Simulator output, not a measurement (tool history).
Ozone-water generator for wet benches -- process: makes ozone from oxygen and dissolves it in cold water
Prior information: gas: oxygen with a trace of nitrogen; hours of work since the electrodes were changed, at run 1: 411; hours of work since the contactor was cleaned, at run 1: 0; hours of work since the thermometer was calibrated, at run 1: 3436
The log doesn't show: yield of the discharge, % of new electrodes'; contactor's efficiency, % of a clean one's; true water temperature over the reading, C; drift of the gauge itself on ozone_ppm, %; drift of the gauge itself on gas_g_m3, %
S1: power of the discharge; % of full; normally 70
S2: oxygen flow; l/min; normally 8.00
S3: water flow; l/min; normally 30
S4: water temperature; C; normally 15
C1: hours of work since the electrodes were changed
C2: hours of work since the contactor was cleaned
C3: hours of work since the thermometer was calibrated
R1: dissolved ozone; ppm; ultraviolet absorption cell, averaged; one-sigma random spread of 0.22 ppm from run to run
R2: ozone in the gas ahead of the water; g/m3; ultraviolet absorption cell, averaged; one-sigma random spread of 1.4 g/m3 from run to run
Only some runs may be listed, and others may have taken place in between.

run	hour	S1	S2	S3	S4	C1	C2	C3	R1	R2
1	0.0	70	8.00	30	15	411	0	3436	33.0	264.7
2	98.4	70	8.00	30	15	496	85	3522	32.3	265.8
3	141.9	70	8.00	30	15	534	123	3559	32.6	266.5
4	222.8	70	8.15	30	15	604	193	3629	32.6	263.4
5	283.8	70	8.15	30	15	657	246	3682	33.0	262.1
6	374.2	70	10.24	30	15	735	324	3761	33.8	237.5
7	425.9	70	10.24	30	15	780	369	3805	33.5	238.1
8	509.7	87	10.24	30	15	853	442	3878	37.4	263.5
9	614.6	87	10.24	30	15	944	533	3969	37.1	261.3
10	695.2	87	10.24	30	15	1014	602	4039	37.1	263.6
11	759.8	70	8.00	23	15	1070	658	4095	38.4	260.3
12	812.5	70	6.26	30	9	1115	704	4140	32.8	284.3
13	884.8	70	5.53	22	15	1178	767	4203	36.5	297.2
# hour 966.5: water thermometer calibrated
14	977.6	70	11.52	36	15	1258	847	10	29.8	223.2
15	1066.9	70	11.52	36	15	1335	924	87	29.6	224.7
16	1163.1	70	8.00	44	23	1419	1007	170	21.4	257.8
17	1264.2	70	4.10	44	8	1506	1095	258	19.3	333.7
18	1347.9	70	6.14	30	20	1579	1168	331	27.7	283.7

Selected run-to-run steps in R1, each split into two signed amounts: the part the tool would show with no hidden state at all (from settings, incoming material and random variation), and the remainder, which goes to the hidden state together with any gauge scatter not common to the measured and the hidden-state-free results:
Run 17 -> 18: S2 4.10 -> 6.14, S3 44 -> 30, S4 8 -> 20. R1 +8.4 ppm: hidden state -0.6, all else +9.0.

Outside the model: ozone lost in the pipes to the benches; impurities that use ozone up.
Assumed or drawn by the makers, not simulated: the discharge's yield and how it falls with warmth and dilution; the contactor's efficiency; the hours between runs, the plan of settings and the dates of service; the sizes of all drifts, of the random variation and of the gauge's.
